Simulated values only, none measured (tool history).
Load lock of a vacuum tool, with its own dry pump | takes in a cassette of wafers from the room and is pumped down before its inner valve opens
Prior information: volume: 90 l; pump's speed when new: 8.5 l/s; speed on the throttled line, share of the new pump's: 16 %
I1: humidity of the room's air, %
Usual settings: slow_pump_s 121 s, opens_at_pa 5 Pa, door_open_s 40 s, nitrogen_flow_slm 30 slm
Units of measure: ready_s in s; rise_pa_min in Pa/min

run 1 hour=0.0 | slow_pump_s=121 opens_at_pa=5 door_open_s=40 nitrogen_flow_slm=30 | I1=43.8 | ready_s=221.4 rise_pa_min=0.241
run 2 hour=142.5 | slow_pump_s=121 opens_at_pa=5 door_open_s=40 nitrogen_flow_slm=30 | I1=47.2 | ready_s=223.0 rise_pa_min=0.252
run 3 hour=237.1 | slow_pump_s=121 opens_at_pa=5 door_open_s=40 nitrogen_flow_slm=30 | I1=45.0 | ready_s=222.5 rise_pa_min=0.262
-- hour=252.1 dry pump taken out, an overhauled one fitted
run 4 hour=352.8 | slow_pump_s=121 opens_at_pa=5 door_open_s=40 nitrogen_flow_slm=6 | I1=43.6 | ready_s=211.3 rise_pa_min=0.283
run 5 hour=462.3 | slow_pump_s=121 opens_at_pa=5 door_open_s=40 nitrogen_flow_slm=30 | I1=41.4 | ready_s=211.1 rise_pa_min=0.270
run 6 hour=659.0 | slow_pump_s=121 opens_at_pa=5 door_open_s=40 nitrogen_flow_slm=18 | I1=48.5 | ready_s=211.0 rise_pa_min=0.291
run 7 hour=803.8 | slow_pump_s=121 opens_at_pa=5 door_open_s=40 nitrogen_flow_slm=18 | I1=47.0 | ready_s=211.4 rise_pa_min=0.300
run 8 hour=1015.3 | slow_pump_s=121 opens_at_pa=5 door_open_s=40 nitrogen_flow_slm=18 | I1=47.7 | ready_s=212.2 rise_pa_min=0.304
run 9 hour=1174.4 | slow_pump_s=121 opens_at_pa=5 door_open_s=40 nitrogen_flow_slm=18 | I1=43.9 | ready_s=211.6 rise_pa_min=0.316
run 10 hour=1326.0 | slow_pump_s=121 opens_at_pa=5 door_open_s=40 nitrogen_flow_slm=30 | I1=47.6 | ready_s=211.3 rise_pa_min=0.320
run 11 hour=1481.2 | slow_pump_s=121 opens_at_pa=5 door_open_s=40 nitrogen_flow_slm=30 | I1=47.8 | ready_s=212.9 rise_pa_min=0.320
run 12 hour=1627.5 | slow_pump_s=121 opens_at_pa=5 door_open_s=40 nitrogen_flow_slm=30 | I1=48.2 | ready_s=212.7 rise_pa_min=0.326
run 13 hour=1756.0 | slow_pump_s=155 opens_at_pa=5 door_open_s=40 nitrogen_flow_slm=30 | I1=43.6 | ready_s=241.2 rise_pa_min=0.336
run 14 hour=1949.3 | slow_pump_s=155 opens_at_pa=5 door_open_s=40 nitrogen_flow_slm=30 | I1=47.2 | ready_s=241.1 rise_pa_min=0.340
run 15 hour=2077.4 | slow_pump_s=155 opens_at_pa=5 door_open_s=40 nitrogen_flow_slm=30 | I1=43.8 | ready_s=240.8 rise_pa_min=0.357
run 16 hour=2272.1 | slow_pump_s=155 opens_at_pa=5 door_open_s=40 nitrogen_flow_slm=7 | I1=46.3 | ready_s=240.8 rise_pa_min=0.383
run 17 hour=2448.1 | slow_pump_s=155 opens_at_pa=5 door_open_s=40 nitrogen_flow_slm=7 | I1=45.4 | ready_s=240.9 rise_pa_min=0.388
run 18 hour=2566.2 | slow_pump_s=155 opens_at_pa=5 door_open_s=40 nitrogen_flow_slm=7 | I1=42.9 | ready_s=241.8 rise_pa_min=0.400
run 19 hour=2764.9 | slow_pump_s=76 opens_at_pa=5 door_open_s=40 nitrogen_flow_slm=30 | I1=44.1 | ready_s=174.7 rise_pa_min=0.393
run 20 hour=2856.7 | slow_pump_s=93 opens_at_pa=5 door_open_s=40 nitrogen_flow_slm=41 | I1=48.9 | ready_s=189.4 rise_pa_min=0.398
run 21 hour=2986.4 | slow_pump_s=93 opens_at_pa=6 door_open_s=163 nitrogen_flow_slm=41 | I1=46.1 | ready_s=188.4 rise_pa_min=0.429
run 22 hour=3128.5 | slow_pump_s=93 opens_at_pa=7 door_open_s=163 nitrogen_flow_slm=41 | I1=47.5 | ready_s=185.1 rise_pa_min=0.452
run 23 hour=3339.8 | slow_pump_s=121 opens_at_pa=7 door_open_s=31 nitrogen_flow_slm=41 | I1=47.1 | ready_s=210.0 rise_pa_min=0.425
run 24 hour=3524.8 | slow_pump_s=121 opens_at_pa=5 door_open_s=40 nitrogen_flow_slm=12 | I1=45.3 | ready_s=213.1 rise_pa_min=0.449
run 25 hour=3712.9 | slow_pump_s=121 opens_at_pa=5 door_open_s=40 nitrogen_flow_slm=12 | I1=45.8 | ready_s=214.8 rise_pa_min=0.464
run 26 hour=3835.4 | slow_pump_s=62 opens_at_pa=7 door_open_s=68 nitrogen_flow_slm=5 | I1=47.4 | ready_s=161.1 rise_pa_min=0.498
run 27 hour=3927.2 | slow_pump_s=140 opens_at_pa=5 door_open_s=40 nitrogen_flow_slm=30 | I1=44.8 | ready_s=230.0 rise_pa_min=0.462
run 28 hour=4092.9 | slow_pump_s=140 opens_at_pa=5 door_open_s=40 nitrogen_flow_slm=30 | I1=44.0 | ready_s=230.5 rise_pa_min=0.481
run 29 hour=4228.4 | slow_pump_s=140 opens_at_pa=5 door_open_s=40 nitrogen_flow_slm=30 | I1=45.1 | ready_s=229.5 rise_pa_min=0.486
run 30 hour=4409.4 | slow_pump_s=140 opens_at_pa=5 door_open_s=40 nitrogen_flow_slm=30 | I1=45.7 | ready_s=231.5 rise_pa_min=0.503
run 31 hour=4590.8 | slow_pump_s=140 opens_at_pa=5 door_open_s=40 nitrogen_flow_slm=30 | I1=44.2 | ready_s=231.0 rise_pa_min=0.499
run 32 hour=4703.5 | slow_pump_s=140 opens_at_pa=5 door_open_s=40 nitrogen_flow_slm=9 | I1=43.0 | ready_s=231.3 rise_pa_min=0.525
run 33 hour=4879.1 | slow_pump_s=186 opens_at_pa=5 door_open_s=179 nitrogen_flow_slm=9 | I1=45.7 | ready_s=268.7 rise_pa_min=0.617
run 34 hour=4999.5 | slow_pump_s=121 opens_at_pa=5 door_open_s=30 nitrogen_flow_slm=15 | I1=48.6 | ready_s=215.1 rise_pa_min=0.539
-- hour=5113.1 door's seal changed, seat wiped
run 35 hour=5167.5 | slow_pump_s=170 opens_at_pa=5 door_open_s=40 nitrogen_flow_slm=15 | I1=45.2 | ready_s=257.4 rise_pa_min=0.033
run 36 hour=5340.0 | slow_pump_s=170 opens_at_pa=5 door_open_s=40 nitrogen_flow_slm=15 | I1=47.3 | ready_s=256.8 rise_pa_min=0.032

What if the next run were any one of these 5? Each begins from the tool's condition after run 36:
run A hour=5442.5 | slow_pump_s=170 opens_at_pa=5 door_open_s=31 nitrogen_flow_slm=30 | I1=45.2 | ready_s=? rise_pa_min=?
run B hour=5442.5 | slow_pump_s=65 opens_at_pa=5 door_open_s=40 nitrogen_flow_slm=30 | I1=44.9 | ready_s=? rise_pa_min=?
run C hour=5442.5 | slow_pump_s=121 opens_at_pa=4 door_open_s=31 nitrogen_flow_slm=45 | I1=48.3 | ready_s=? rise_pa_min=?
run D hour=5442.5 | slow_pump_s=121 opens_at_pa=4 door_open_s=40 nitrogen_flow_slm=30 | I1=46.8 | ready_s=? rise_pa_min=?
run E hour=5442.5 | slow_pump_s=121 opens_at_pa=5 door_open_s=40 nitrogen_flow_slm=7 | I1=44.8 | ready_s=? rise_pa_min=?

run=A ready_s=256.5 rise_pa_min=0.025
run=B ready_s=169.5 rise_pa_min=0.025
run=C ready_s=219.7 rise_pa_min=0.023
run=D ready_s=218.1 rise_pa_min=0.029
run=E ready_s=214.8 rise_pa_min=0.044
With no hidden state in the tool, these same runs would have given:
run=A ready_s=250.5 rise_pa_min=0.021
run=B ready_s=162.2 rise_pa_min=0.021
run=C ready_s=212.9 rise_pa_min=0.019
run=D ready_s=211.3 rise_pa_min=0.024
run=E ready_s=208.3 rise_pa_min=0.039

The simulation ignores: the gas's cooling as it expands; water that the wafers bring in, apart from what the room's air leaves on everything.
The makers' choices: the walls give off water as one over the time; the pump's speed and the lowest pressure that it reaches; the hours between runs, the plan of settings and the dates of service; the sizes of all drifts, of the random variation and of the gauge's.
